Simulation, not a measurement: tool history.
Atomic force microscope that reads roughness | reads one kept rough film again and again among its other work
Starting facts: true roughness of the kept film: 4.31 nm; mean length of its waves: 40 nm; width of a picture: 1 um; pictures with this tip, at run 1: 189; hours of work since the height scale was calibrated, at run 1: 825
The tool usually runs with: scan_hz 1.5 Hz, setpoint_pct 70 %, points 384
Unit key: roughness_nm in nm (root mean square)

run    hour  scan_hz  setpoint_pct  points  pictures with this tip  hours of work since the height scale was calibrated  roughness_nm
  1       0      1.5            70     384                     189                                                  825         3.885
  2    19.1      1.5            70     384                     213                                                  836         3.867
       36.8  -- new tip fitted
  3    42.1      1.5            85     384                       6                                                  849         3.714
  4    70.6      1.5            70     384                      41                                                  866         3.881
  5      92      1.5            70     384                      67                                                  879         3.888
  6   134.8      1.5            70     309                     119                                                  905         3.899
  7   168.9      1.5            70     563                     160                                                  925         3.917
  8   199.7      1.5            81     384                     198                                                  944         3.737
      227.9  -- new tip fitted
  9   227.9      1.5            59     384                       0                                                  960          3.99
 10   247.9      1.5            82     384                      24                                                  972          3.76
 11   277.4      1.5            82     384                      60                                                  990         3.738
 12   316.1      1.5            82     384                     107                                                 1013         3.771
 13   350.1     1.38            70     384                     148                                                 1033          3.91
 14   385.4     2.67            70     384                     191                                                 1054         3.754
 15   416.4      1.5            72     384                     229                                                 1073         3.862
      420.9  -- new tip fitted
 16     447      1.5            72     384                      32                                                 1091         3.898
 17   479.5      1.5            70     384                      71                                                 1110         3.902
 18   517.7      1.5            70     384                     118                                                 1133          3.89
 19   558.5      1.5            70     384                     167                                                 1157         3.889
 20   576.3     0.69            70     384                     189                                                 1168          3.98
 21   603.6     0.69            70     384                     222                                                 1184         3.978
      614.3  -- new tip fitted
 22   642.5     0.69            82     384                      34                                                 1207         3.912
      656.1  -- height scale calibrated on a step standard
 23   670.7      1.5            57     319                      67                                                    9         4.005
 24   713.9      1.5            58     319                     120                                                   35         3.981
 25   753.5      1.5            58     319                     168                                                   58         3.968
 26   787.3      1.6            85     269                     209                                                   78         3.647
 27   804.7     1.34            70     384                     230                                                   89         3.909
      808.1  -- new tip fitted
 28     833     1.34            70     384                      30                                                  105         3.904
 29   852.4     1.34            70     384                      54                                                  117         3.899
 30   895.1     1.34            70     384                     106                                                  142         3.902
 31   913.7     0.75            59     719                     128                                                  154         4.019
 32   932.8     0.75            59     719                     151                                                  165         3.992
 33   965.5     1.78            70     298                     191                                                  184         3.848
 34   985.7     0.58            65     298                     216                                                  196         3.988
      999.4  -- new tip fitted
 35  1024.5      0.7            90     614                      30                                                  219         3.866
 36  1058.6      0.7            90     614                      72                                                  240         3.864
 37  1098.5     0.63            73     338                     121                                                  264         3.987
 38  1135.4     0.76            78     265                     165                                                  286         3.924
 39  1170.5     0.76            78     265                     208                                                  307         3.888
     1192.6  -- new tip fitted
 40  1194.1     0.72            70     775                       2                                                  320         4.002
 41  1227.9     0.72            70     775                      43                                                  341         3.988
 42  1268.1     1.88            70     533                      92                                                  364          3.85
 43  1309.8     1.88            70     533                     143                                                  389         3.854
 44  1341.4      1.5            57     384                     182                                                  408         3.991

Predict each of these 4 candidate next runs independently; none follows another, all start after run 44:
  A  1359.3      1.5            57     818                     203                                                  419             ?
  B  1359.3     1.89            61     348                     203                                                  419             ?
  C  1359.3     0.72            70     422                     203                                                  419             ?
  D  1359.3      1.5            79     385                     203                                                  419             ?

run  roughness_nm
  A         3.999
  B         3.939
  C         3.951
  D         3.802
Take away the tool's hidden state, keep each run's random variation, and the runs would have read:
run  roughness_nm
  A         4.014
  B         3.953
  C         3.966
  D         3.816
